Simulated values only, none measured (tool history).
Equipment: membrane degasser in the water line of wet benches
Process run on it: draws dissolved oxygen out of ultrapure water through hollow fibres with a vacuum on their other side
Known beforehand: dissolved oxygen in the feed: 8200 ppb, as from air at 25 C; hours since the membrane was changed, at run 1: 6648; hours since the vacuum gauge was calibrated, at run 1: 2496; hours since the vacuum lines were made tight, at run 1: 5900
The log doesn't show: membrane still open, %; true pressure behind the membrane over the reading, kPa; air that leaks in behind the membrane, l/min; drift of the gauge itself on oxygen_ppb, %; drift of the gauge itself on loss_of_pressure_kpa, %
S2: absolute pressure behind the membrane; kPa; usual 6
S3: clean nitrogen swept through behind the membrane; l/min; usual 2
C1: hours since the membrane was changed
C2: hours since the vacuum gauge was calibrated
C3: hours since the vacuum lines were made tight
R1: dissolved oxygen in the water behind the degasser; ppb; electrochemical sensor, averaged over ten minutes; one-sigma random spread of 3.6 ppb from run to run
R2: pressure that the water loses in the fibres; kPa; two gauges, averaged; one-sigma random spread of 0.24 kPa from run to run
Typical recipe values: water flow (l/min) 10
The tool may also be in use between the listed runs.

Run 1, hour 0: usual settings; C1 6648; C2 2496; C3 5900. Result: R1 415.9 ppb, R2 67.76 kPa.
At hour 42.9: seals of the vacuum lines changed.
Run 2, hour 246.2: usual settings but water flow (l/min) 9; C1 6893; C2 2740; C3 203. Result: R1 323.5 ppb, R2 60.75 kPa.
Run 3, hour 382.1: usual settings but water flow (l/min) 9, S3 3.82 l/min; C1 7028; C2 2876; C3 339. Result: R1 299.8 ppb, R2 61.17 kPa.
Run 4, hour 603.2: usual settings but water flow (l/min) 9, S3 3.82 l/min; C1 7250; C2 3097; C3 560. Result: R1 303.1 ppb, R2 61 kPa.
Run 5, hour 739.4: usual settings; C1 7386; C2 3233; C3 697. Result: R1 423.1 ppb, R2 67.72 kPa.
Run 6, hour 918.8: usual settings but S3 1.26 l/min; C1 7565; C2 3413; C3 876. Result: R1 440.1 ppb, R2 67.16 kPa.
Run 7, hour 1049.6: usual settings but S3 1.26 l/min; C1 7696; C2 3543; C3 1007. Result: R1 442.6 ppb, R2 67.82 kPa.
Run 8, hour 1175.3: usual settings but water flow (l/min) 14, S2 5.48 kPa, S3 1.26 l/min; C1 7822; C2 3669; C3 1132. Result: R1 871.7 ppb, R2 94.87 kPa.
Run 9, hour 1446.3: usual settings but water flow (l/min) 12, S2 6.65 kPa, S3 0.85 l/min; C1 8093; C2 3940; C3 1403. Result: R1 696.5 ppb, R2 81.75 kPa.
Run 10, hour 1718.8: usual settings but water flow (l/min) 9, S3 3.37 l/min; C1 8365; C2 4213; C3 1676. Result: R1 315.6 ppb, R2 61.64 kPa.
Run 11, hour 1861.2: usual settings but water flow (l/min) 14, S2 9.79 kPa, S3 0.9 l/min; C1 8508; C2 4355; C3 1818. Result: R1 1020.8 ppb, R2 96.05 kPa.
Run 12, hour 2049.6: usual settings but S3 0.81 l/min; C1 8696; C2 4543; C3 2007. Result: R1 483.2 ppb, R2 68.44 kPa.
Run 13, hour 2173.5: usual settings but S3 0.81 l/min; C1 8820; C2 4667; C3 2131. Result: R1 476.9 ppb, R2 68.69 kPa.
Run 14, hour 2292.4: usual settings but S3 0.81 l/min; C1 8939; C2 4786; C3 2250. Result: R1 471.6 ppb, R2 68.35 kPa.

5 options for the next run, each taken on its own from the tool as it stands now. Forecast them:
Run A, hour 2524.3: usual settings but water flow (l/min) 7, S2 10.94 kPa, S3 1.41 l/min; C1 9171; C2 5018; C3 2481. Result: R1 ?, R2 ?.
Run B, hour 2524.3: usual settings but water flow (l/min) 7, S2 6.9 kPa, S3 0.81 l/min; C1 9171; C2 5018; C3 2481. Result: R1 ?, R2 ?.
Run C, hour 2524.3: usual settings but water flow (l/min) 7, S2 4.69 kPa, S3 1.8 l/min; C1 9171; C2 5018; C3 2481. Result: R1 ?, R2 ?.
Run D, hour 2524.3: usual settings but S3 1.77 l/min; C1 9171; C2 5018; C3 2481. Result: R1 ?, R2 ?.
Run E, hour 2524.3: usual settings but water flow (l/min) 12, S2 12.18 kPa, S3 0.81 l/min; C1 9171; C2 5018; C3 2481. Result: R1 ?, R2 ?.

run     R1     R2
  A  235.5  47.96
  B  222.8  47.98
  C  154.3  47.94
  D    440  68.63
  E  880.7  81.96
Stripped of hidden state, with their random variation kept, the same runs would have yielded:
run     R1     R2
  A  199.4  45.04
  B    184  45.05
  C  119.6  45.03
  D  365.5  64.46
  E  782.4  76.98

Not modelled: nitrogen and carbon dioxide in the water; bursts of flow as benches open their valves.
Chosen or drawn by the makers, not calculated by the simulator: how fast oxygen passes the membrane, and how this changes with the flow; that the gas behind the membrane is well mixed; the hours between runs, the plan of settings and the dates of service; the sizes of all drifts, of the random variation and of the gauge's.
